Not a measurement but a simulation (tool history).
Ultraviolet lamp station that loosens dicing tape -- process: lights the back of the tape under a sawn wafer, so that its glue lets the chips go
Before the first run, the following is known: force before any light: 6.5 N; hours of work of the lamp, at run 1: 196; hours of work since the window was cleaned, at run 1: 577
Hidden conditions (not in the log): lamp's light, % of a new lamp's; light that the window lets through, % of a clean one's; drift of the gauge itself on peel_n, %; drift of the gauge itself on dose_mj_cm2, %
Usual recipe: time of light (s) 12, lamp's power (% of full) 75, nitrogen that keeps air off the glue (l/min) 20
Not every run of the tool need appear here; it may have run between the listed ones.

| run | day | time of light (s) | lamp's power (% of full) | nitrogen that keeps air off the glue (l/min) | hours of work of the lamp | hours of work since the window was cleaned | force that peels the tape off (N) | light that reached the tape (mJ/cm²) |
|---|---|---|---|---|---|---|---|---|
| 1 | 0.000 | 12 | 75 | 20 | 196 | 577 | 0.270 | 467 |
| 2 | 0.538 | 12 | 75 | 19 | 205 | 586 | 0.274 | 465 |
| 3 | 0.992 | 12 | 75 | 19 | 212 | 593 | 0.280 | 459 |
| 4 | 1.329 | 12 | 96 | 20 | 217 | 598 | 0.159 | 586 |
| 5 | 1.992 | 12 | 75 | 20 | 228 | 609 | 0.266 | 452 |
|  | 2.454 | window cleaned of glue's vapour |
| 6 | 2.542 | 21 | 75 | 20 | 237 | 1 | 0.118 | 930 |
| 7 | 3.025 | 21 | 75 | 20 | 244 | 9 | 0.128 | 930 |
| 8 | 3.712 | 12 | 75 | 31 | 256 | 20 | 0.156 | 525 |
| 9 | 4.188 | 12 | 75 | 20 | 263 | 28 | 0.203 | 524 |
| 10 | 4.842 | 12 | 75 | 35 | 274 | 39 | 0.144 | 522 |
| 11 | 5.421 | 12 | 75 | 36 | 283 | 48 | 0.151 | 521 |
| 12 | 6.000 | 12 | 75 | 36 | 293 | 57 | 0.147 | 512 |
| 13 | 6.500 | 12 | 79 | 20 | 301 | 65 | 0.191 | 541 |
| 14 | 7.250 | 12 | 79 | 20 | 313 | 77 | 0.187 | 533 |
| 15 | 7.954 | 12 | 79 | 14 | 324 | 89 | 0.263 | 536 |
| 16 | 8.508 | 12 | 79 | 14 | 333 | 98 | 0.270 | 536 |
| 17 | 8.933 | 12 | 75 | 20 | 340 | 105 | 0.220 | 505 |
| 18 | 9.279 | 12 | 75 | 20 | 345 | 110 | 0.228 | 503 |
| 19 | 9.850 | 12 | 75 | 20 | 355 | 119 | 0.220 | 501 |
| 20 | 10.358 | 12 | 75 | 20 | 363 | 128 | 0.226 | 497 |
| 21 | 10.883 | 12 | 75 | 20 | 371 | 136 | 0.228 | 496 |
| 22 | 11.238 | 12 | 75 | 20 | 377 | 142 | 0.229 | 490 |
| 23 | 11.825 | 20 | 61 | 20 | 387 | 151 | 0.133 | 673 |
| 24 | 12.350 | 22 | 83 | 7 | 395 | 160 | 0.152 | 1000 |
| 25 | 13.088 | 8 | 83 | 28 | 407 | 172 | 0.337 | 359 |
| 26 | 13.412 | 8 | 85 | 8 | 412 | 177 | 0.953 | 366 |
| 27 | 13.829 | 8 | 85 | 8 | 419 | 184 | 0.966 | 364 |
| 28 | 14.162 | 10 | 72 | 34 | 424 | 189 | 0.251 | 387 |
| 29 | 14.646 | 10 | 72 | 34 | 432 | 197 | 0.251 | 383 |
| 30 | 15.125 | 12 | 94 | 9 | 440 | 205 | 0.316 | 605 |
| 31 | 15.812 | 11 | 94 | 9 | 451 | 216 | 0.396 | 544 |
| 32 | 16.171 | 11 | 94 | 9 | 457 | 221 | 0.388 | 548 |
| 33 | 16.825 | 8 | 75 | 8 | 467 | 232 | 1.272 | 314 |
| 34 | 17.275 | 8 | 75 | 8 | 475 | 239 | 1.292 | 315 |
| 35 | 18.042 | 12 | 91 | 28 | 487 | 252 | 0.150 | 572 |
| 36 | 18.796 | 12 | 91 | 28 | 499 | 264 | 0.147 | 566 |
| 37 | 19.238 | 12 | 91 | 35 | 506 | 271 | 0.134 | 567 |
| 38 | 19.817 | 17 | 75 | 10 | 516 | 280 | 0.229 | 660 |
| 39 | 20.521 | 17 | 75 | 10 | 527 | 292 | 0.235 | 658 |
| 40 | 21.054 | 15 | 60 | 10 | 536 | 300 | 0.516 | 454 |
| 41 | 21.754 | 20 | 82 | 7 | 547 | 312 | 0.197 | 835 |
| 42 | 22.475 | 23 | 87 | 20 | 558 | 323 | 0.100 | 1008 |
| 43 | 23.183 | 23 | 87 | 20 | 570 | 335 | 0.110 | 994 |

Entry by entry between the runs, the difference in hidden state between the last listed run before and the first listed run after:
In the gap between runs 5 and 6: window cleaned of glue's vapour (day 2.454)
  lamp's light, % of a new lamp's: 94.2 -> 94; light that the window lets through, % of a clean one's: 86.3 -> 100
  measured result minus the result with no hidden state, force that peels the tape off (N): +0.090 -> +0.002; light that reached the tape (mJ/cm²): -105 -> -59
